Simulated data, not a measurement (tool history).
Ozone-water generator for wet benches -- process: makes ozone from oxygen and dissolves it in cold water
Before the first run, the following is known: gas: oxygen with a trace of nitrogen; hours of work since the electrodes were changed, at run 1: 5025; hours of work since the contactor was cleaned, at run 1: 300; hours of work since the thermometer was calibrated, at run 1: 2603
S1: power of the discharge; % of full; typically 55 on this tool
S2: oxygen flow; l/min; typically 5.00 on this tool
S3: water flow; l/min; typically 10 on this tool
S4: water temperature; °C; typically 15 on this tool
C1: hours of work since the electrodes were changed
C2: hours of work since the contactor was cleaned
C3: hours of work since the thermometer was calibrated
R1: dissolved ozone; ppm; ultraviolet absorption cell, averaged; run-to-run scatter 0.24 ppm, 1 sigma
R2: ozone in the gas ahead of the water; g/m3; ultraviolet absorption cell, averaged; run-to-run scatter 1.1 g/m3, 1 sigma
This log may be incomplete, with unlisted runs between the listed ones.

run,day,S1,S2,S3,S4,C1,C2,C3,R1,R2
1,0.000,55,5.00,10,15,5025,300,2603,32.4,184.3
# day 8.683: water thermometer calibrated
2,9.008,55,5.00,11,15,5178,452,5,30.3,184.6
3,15.700,95,5.00,10,15,5292,566,119,49.2,285.2
4,20.804,95,5.00,10,15,5378,653,206,49.5,284.3
5,27.442,95,5.00,10,15,5491,765,319,49.4,282.5
6,31.504,95,5.00,10,15,5560,834,388,48.6,282.0
7,38.342,95,5.00,10,15,5676,950,504,48.8,280.4
8,45.588,55,5.00,10,21,5799,1074,627,27.9,179.8
9,51.500,55,5.00,10,15,5900,1174,727,31.5,181.0
10,58.500,55,5.00,10,15,6019,1293,846,31.1,180.8
11,67.588,55,5.00,10,15,6173,1447,1001,30.7,179.1
12,74.979,55,4.58,10,15,6299,1573,1126,31.1,186.8
13,81.204,55,4.58,10,15,6404,1679,1232,30.7,188.4
14,86.000,55,4.58,10,15,6486,1760,1313,31.2,187.5
15,90.525,55,4.58,10,15,6563,1837,1390,30.9,188.2
16,96.962,55,4.58,10,15,6672,1946,1499,30.9,186.4
17,103.012,41,6.78,11,15,6775,2049,1602,21.8,119.4
18,106.879,47,5.00,7,15,6840,2115,1668,31.9,156.4
19,114.979,94,4.97,7,15,6978,2252,1805,54.8,264.3

The next listed run, before its measurement:
20,120.829,83,3.12,14,12,7077,2352,1905,?,?

Run 20 produced R1 33.8 ppm, R2 310.8 g/m3.
Take away the tool's hidden state, keep the run-to-run variation as it was, and the same run would have given R1 44.1 ppm, R2 393.3 g/m3.

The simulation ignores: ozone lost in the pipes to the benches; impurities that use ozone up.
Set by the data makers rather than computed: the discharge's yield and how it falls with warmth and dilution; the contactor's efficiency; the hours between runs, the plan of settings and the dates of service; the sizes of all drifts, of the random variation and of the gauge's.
